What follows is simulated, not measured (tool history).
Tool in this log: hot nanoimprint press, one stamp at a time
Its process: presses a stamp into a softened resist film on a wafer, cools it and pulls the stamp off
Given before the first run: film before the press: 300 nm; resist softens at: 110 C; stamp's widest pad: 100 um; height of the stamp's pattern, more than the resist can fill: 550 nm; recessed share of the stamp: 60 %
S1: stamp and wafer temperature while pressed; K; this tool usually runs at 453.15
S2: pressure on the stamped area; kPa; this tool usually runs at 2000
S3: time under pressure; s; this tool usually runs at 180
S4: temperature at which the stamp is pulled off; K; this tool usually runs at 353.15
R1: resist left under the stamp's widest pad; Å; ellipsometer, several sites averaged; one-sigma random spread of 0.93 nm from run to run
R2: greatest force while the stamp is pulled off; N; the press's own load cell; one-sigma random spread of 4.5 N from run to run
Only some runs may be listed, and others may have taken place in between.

run	day	S1	S2	S3	S4	R1	R2
1	0.000	453.15	2000	180	353.15	1367	295
# day 0.904: stamp cleaned and given a new release coat
2	0.904	453.15	2000	180	353.15	1354	218
3	1.529	453.15	2000	180	353.15	1359	223
4	2.183	453.15	2000	180	353.15	1347	237
5	3.217	453.15	2000	187	353.15	1338	240
6	3.767	453.15	2000	108	353.15	1616	242
7	4.546	453.15	2000	180	357.15	1367	223
8	5.512	453.15	2000	180	357.15	1365	228
9	6.125	453.15	2000	180	353.15	1387	250
10	7.329	453.15	2000	180	353.15	1394	258
11	8.367	453.15	3040	180	353.15	1143	257
12	9.508	453.15	3040	180	353.15	1146	267
13	10.450	453.15	3040	180	353.15	1163	279
14	11.458	453.15	3040	180	353.15	1152	281
15	12.483	453.15	2000	180	353.15	1411	289
# day 13.812: press's hydraulic seals changed and the load cell set to zero
16	13.871	453.15	2400	118	353.15	1487	290
# day 14.496: plate thermocouple calibrated
17	14.888	453.15	2400	118	353.15	1404	291
18	15.938	454.15	2590	103	361.15	1380	254
# day 16.317: stamp cleaned and given a new release coat
19	17.267	454.15	2590	103	361.15	1382	190
20	17.838	454.15	2790	103	342.15	1336	269
21	18.700	458.15	2790	133	341.15	997	278
22	19.433	458.15	2790	283	341.15	738	283
23	20.612	457.15	2820	133	344.15	1050	283
24	21.838	453.15	2830	170	353.15	1172	255
25	22.433	453.15	2090	170	353.15	1361	262

What will run 26 give?
26	22.992	453.15	2090	170	352.15	?	?

Run 26 came out at R1 1350 Å, R2 258 N.
The same run, on a tool lacking any hidden state, would have yielded R1 1313 Å, R2 218 N.
